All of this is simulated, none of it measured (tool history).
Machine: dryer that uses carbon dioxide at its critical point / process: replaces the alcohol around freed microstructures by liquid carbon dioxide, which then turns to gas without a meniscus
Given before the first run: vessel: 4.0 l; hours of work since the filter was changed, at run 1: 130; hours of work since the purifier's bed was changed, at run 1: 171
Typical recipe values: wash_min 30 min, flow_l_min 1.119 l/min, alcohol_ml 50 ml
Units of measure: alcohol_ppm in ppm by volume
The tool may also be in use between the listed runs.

| run | day | wash_min | flow_l_min | alcohol_ml | hours of work since the filter was changed | hours of work since the purifier's bed was changed | alcohol_ppm |
|---|---|---|---|---|---|---|---|
| 1 | 0 | 30 | 1.119 | 50 | 130 | 171 | 102 |
| 2 | 0.529 | 30 | 1.119 | 50 | 136 | 177 | 97 |
| 3 | 1.321 | 26 | 1.119 | 50 | 144 | 186 | 156 |
| 4 | 1.942 | 26 | 1.119 | 50 | 151 | 193 | 158 |
| 5 | 2.562 | 26 | 1.119 | 50 | 158 | 200 | 160 |
| 6 | 3.646 | 27 | 1.119 | 50 | 170 | 212 | 150 |
| 7 | 4.117 | 30 | 1.119 | 98 | 175 | 217 | 172 |
| 8 | 4.779 | 30 | 1.119 | 98 | 183 | 224 | 171 |
| 9 | 5.742 | 30 | 1.119 | 98 | 193 | 235 | 184 |
| 10 | 6.492 | 30 | 1.119 | 98 | 201 | 243 | 187 |
| 11 | 7.158 | 30 | 1.119 | 98 | 209 | 250 | 208 |
|  | 7.329 | inlet filter changed |
| 12 | 8.008 | 30 | 1.119 | 50 | 8 | 259 | 96 |
| 13 | 8.792 | 28 | 1.119 | 50 | 16 | 268 | 115 |
| 14 | 9.862 | 30 | 1.119 | 50 | 28 | 280 | 122 |
| 15 | 10.862 | 30 | 1.119 | 71 | 39 | 291 | 129 |
| 16 | 11.679 | 30 | 1.119 | 71 | 48 | 300 | 126 |
| 17 | 12.483 | 30 | 1.08 | 50 | 57 | 308 | 131 |
| 18 | 13.179 | 30 | 1.119 | 50 | 64 | 316 | 125 |
| 19 | 14.083 | 30 | 1.119 | 50 | 74 | 326 | 133 |
| 20 | 15.108 | 30 | 1.27 | 50 | 86 | 337 | 115 |
| 21 | 16.154 | 30 | 1.119 | 38 | 97 | 349 | 124 |
| 22 | 17.108 | 21 | 0.87 | 70 | 108 | 359 | 833 |
| 23 | 18.083 | 21 | 1.66 | 45 | 118 | 370 | 144 |
| 24 | 18.912 | 21 | 0.83 | 30 | 128 | 379 | 495 |
| 25 | 19.792 | 30 | 1.119 | 34 | 137 | 389 | 144 |
| 26 | 20.45 | 30 | 1.119 | 34 | 144 | 396 | 156 |
| 27 | 21.146 | 34 | 0.97 | 60 | 152 | 404 | 178 |
| 28 | 21.675 | 34 | 0.97 | 60 | 158 | 410 | 179 |
| 29 | 22.717 | 24 | 1.16 | 120 | 169 | 421 | 440 |
| 30 | 23.246 | 24 | 1.16 | 51 | 175 | 427 | 267 |
| 31 | 23.804 | 21 | 1.16 | 26 | 181 | 433 | 251 |
| 32 | 24.596 | 32 | 1.16 | 26 | 190 | 442 | 139 |
| 33 | 25.421 | 24 | 0.92 | 100 | 199 | 451 | 885 |
|  | 26.417 | inlet filter changed |
| 34 | 26.417 | 36 | 1.56 | 100 | 0 | 461 | 140 |
| 35 | 27.358 | 35 | 1.46 | 65 | 10 | 472 | 143 |
| 36 | 28.167 | 30 | 0.68 | 39 | 19 | 481 | 352 |

Here are 5 independent what-if runs from the current tool condition. What would each one return?
| A | 29.062 | 31 | 0.84 | 50 | 29 | 490 | ? |
| B | 29.062 | 19 | 1.07 | 39 | 29 | 490 | ? |
| C | 29.062 | 43 | 1.79 | 26 | 29 | 490 | ? |
| D | 29.062 | 32 | 0.7 | 25 | 29 | 490 | ? |
| E | 29.062 | 31 | 1.119 | 50 | 29 | 490 | ? |

| run | alcohol_ppm |
|---|---|
| A | 239 |
| B | 369 |
| C | 134 |
| D | 237 |
| E | 173 |
Take away the tool's hidden state, keep each run's random variation, and the runs would have read:
| run | alcohol_ppm |
|---|---|
| A | 88 |
| B | 207 |
| C | 0 |
| D | 87 |
| E | 27 |
